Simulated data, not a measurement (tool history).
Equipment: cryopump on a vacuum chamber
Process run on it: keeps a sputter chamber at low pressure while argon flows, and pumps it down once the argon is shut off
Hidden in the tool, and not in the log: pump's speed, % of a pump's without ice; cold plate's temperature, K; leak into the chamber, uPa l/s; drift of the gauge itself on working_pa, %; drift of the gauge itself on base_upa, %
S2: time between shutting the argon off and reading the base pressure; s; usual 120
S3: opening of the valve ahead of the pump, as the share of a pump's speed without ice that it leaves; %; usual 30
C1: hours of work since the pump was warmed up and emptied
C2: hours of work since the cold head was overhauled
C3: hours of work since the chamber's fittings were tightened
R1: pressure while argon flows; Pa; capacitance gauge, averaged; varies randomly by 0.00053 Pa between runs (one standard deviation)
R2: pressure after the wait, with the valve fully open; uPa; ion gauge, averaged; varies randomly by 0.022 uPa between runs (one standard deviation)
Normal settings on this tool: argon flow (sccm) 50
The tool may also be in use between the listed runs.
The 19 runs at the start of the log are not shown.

{"run": 20, "hour": 331.1, "argon flow (sccm)": 84, "S2": 50, "S3": 19, "C1": 950, "C2": 950, "C3": 1065, "R1": 0.3648, "R2": 1.57}
{"run": 21, "hour": 355.1, "argon flow (sccm)": 84, "S2": 42, "S3": 53, "C1": 967, "C2": 967, "C3": 1082, "R1": 0.1412, "R2": 1.84}
{"run": 22, "hour": 371.7, "argon flow (sccm)": 23, "S2": 33, "S3": 53, "C1": 979, "C2": 979, "C3": 1094, "R1": 0.0387, "R2": 2.2}
{"run": 23, "hour": 391.5, "argon flow (sccm)": 50, "S2": 131, "S3": 47, "C1": 993, "C2": 993, "C3": 1108, "R1": 0.0928, "R2": 0.92}
{"run": 24, "hour": 419.8, "argon flow (sccm)": 50, "S2": 46, "S3": 30, "C1": 1013, "C2": 1013, "C3": 1128, "R1": 0.1423, "R2": 1.69}
{"hour": 428.8, "done": "pump warmed up, emptied and cooled again"}
{"run": 25, "hour": 451.2, "argon flow (sccm)": 50, "S2": 187, "S3": 43, "C1": 16, "C2": 1031, "C3": 1146, "R1": 0.0927, "R2": 0.7}
{"run": 26, "hour": 465.7, "argon flow (sccm)": 50, "S2": 187, "S3": 43, "C1": 26, "C2": 1042, "C3": 1156, "R1": 0.0919, "R2": 0.69}
{"run": 27, "hour": 482.6, "argon flow (sccm)": 77, "S2": 231, "S3": 16, "C1": 38, "C2": 1053, "C3": 1168, "R1": 0.3798, "R2": 0.64}
{"run": 28, "hour": 501.6, "argon flow (sccm)": 60, "S2": 158, "S3": 28, "C1": 51, "C2": 1067, "C3": 1182, "R1": 0.1698, "R2": 0.78}
{"run": 29, "hour": 523.8, "argon flow (sccm)": 50, "S2": 171, "S3": 45, "C1": 67, "C2": 1083, "C3": 1197, "R1": 0.0881, "R2": 0.75}
{"run": 30, "hour": 550.1, "argon flow (sccm)": 50, "S2": 171, "S3": 45, "C1": 86, "C2": 1101, "C3": 1216, "R1": 0.0894, "R2": 0.79}
{"run": 31, "hour": 572.6, "argon flow (sccm)": 30, "S2": 71, "S3": 30, "C1": 101, "C2": 1117, "C3": 1232, "R1": 0.0802, "R2": 1.26}
{"run": 32, "hour": 593.0, "argon flow (sccm)": 42, "S2": 48, "S3": 28, "C1": 116, "C2": 1131, "C3": 1246, "R1": 0.1196, "R2": 1.61}

Run 33, settings as shown, results not yet in. Your forecast:
{"run": 33, "hour": 616.8, "argon flow (sccm)": 42, "S2": 48, "S3": 28, "C1": 133, "C2": 1148, "C3": 1263, "R1": "?", "R2": "?"}

{"run 33": {"R1": 0.119, "R2": 1.64}}
Minus the tool's unlogged condition, the same run would have read R1 0.1177 Pa, R2 1.34 uPa.

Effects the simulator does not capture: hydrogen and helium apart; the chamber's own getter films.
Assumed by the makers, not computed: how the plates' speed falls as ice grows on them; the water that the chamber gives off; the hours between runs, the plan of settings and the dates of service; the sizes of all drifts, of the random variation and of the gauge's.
